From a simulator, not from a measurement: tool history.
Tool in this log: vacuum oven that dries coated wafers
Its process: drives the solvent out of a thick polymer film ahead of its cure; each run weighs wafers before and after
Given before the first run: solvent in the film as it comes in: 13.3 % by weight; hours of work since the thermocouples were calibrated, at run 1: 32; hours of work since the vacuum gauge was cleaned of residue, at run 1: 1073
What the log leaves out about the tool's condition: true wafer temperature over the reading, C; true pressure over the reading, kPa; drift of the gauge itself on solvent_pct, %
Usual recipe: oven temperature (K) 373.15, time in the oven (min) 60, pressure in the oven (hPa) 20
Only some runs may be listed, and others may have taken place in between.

run     day  oven temperature (K)  time in the oven (min)  pressure in the oven (hPa)  hours of work since the thermocouples were calibrated  hours of work since the vacuum gauge was cleaned of residue  solvent left in the film (%)
  1       0                373.15                      60                          20                                                     32                                                         1073                           2.5
  2   1.192                373.15                      60                          20                                                     53                                                         1094                          2.51
  3   2.612                373.15                      60                          20                                                     77                                                         1118                          2.49
  4   3.646                373.15                      60                          20                                                     95                                                         1136                          2.46
  5   4.825                373.15                      60                          20                                                    116                                                         1157                          2.49
  6   6.179                373.15                      60                        13.6                                                    139                                                         1180                          2.18
  7   7.179                373.15                      60                        13.3                                                    157                                                         1197                          2.15
  8   7.917                373.15                      60                          20                                                    169                                                         1210                          2.63
  9   9.146                373.15                      60                          20                                                    191                                                         1232                           2.6
 10  10.138                373.15                      60                          20                                                    208                                                         1249                          2.49
 11  11.062                373.15                      60                          20                                                    224                                                         1265                           2.6
 12  12.262                373.15                      60                          20                                                    245                                                         1286                           2.5
 13  13.175                373.15                      31                          20                                                    260                                                         1301                          4.57
 14  14.121                383.15                      50                        18.1                                                    277                                                         1318                          1.42
 15  14.992                382.15                      50                        26.2                                                    292                                                         1333                          1.91
 16  16.325                382.15                      50                        26.2                                                    315                                                         1356                          1.97
 17  17.754                373.15                      93                          20                                                    340                                                         1381                           2.1
 18  18.488                373.15                      93                          20                                                    353                                                         1393                          1.98
 19  19.283                384.15                      59                        18.3                                                    366                                                         1407                          1.15
 20  20.925                364.15                      35                        11.3                                                    395                                                         1436                          6.17

Hidden state or all else? Some run-to-run changes of solvent left in the film (%), split into what the settings, what came in and random variation would give without the hidden state, and what is left for the hidden state (with any gauge scatter that isn't in both results):
Run 13 -> 14: oven temperature (K) 373.15 -> 383.15, time in the oven (min) 31 -> 50, pressure in the oven (hPa) 20 -> 18.1. solvent left in the film (%) -3.15: hidden state -0.03, all else -3.12.
Run 18 -> 19: oven temperature (K) 373.15 -> 384.15, time in the oven (min) 93 -> 59, pressure in the oven (hPa) 20 -> 18.3. solvent left in the film (%) -0.83: hidden state -0.12, all else -0.71.
Run 19 -> 20: oven temperature (K) 384.15 -> 364.15, time in the oven (min) 59 -> 35, pressure in the oven (hPa) 18.3 -> 11.3. solvent left in the film (%) +5.02: hidden state +0.12, all else +4.9.

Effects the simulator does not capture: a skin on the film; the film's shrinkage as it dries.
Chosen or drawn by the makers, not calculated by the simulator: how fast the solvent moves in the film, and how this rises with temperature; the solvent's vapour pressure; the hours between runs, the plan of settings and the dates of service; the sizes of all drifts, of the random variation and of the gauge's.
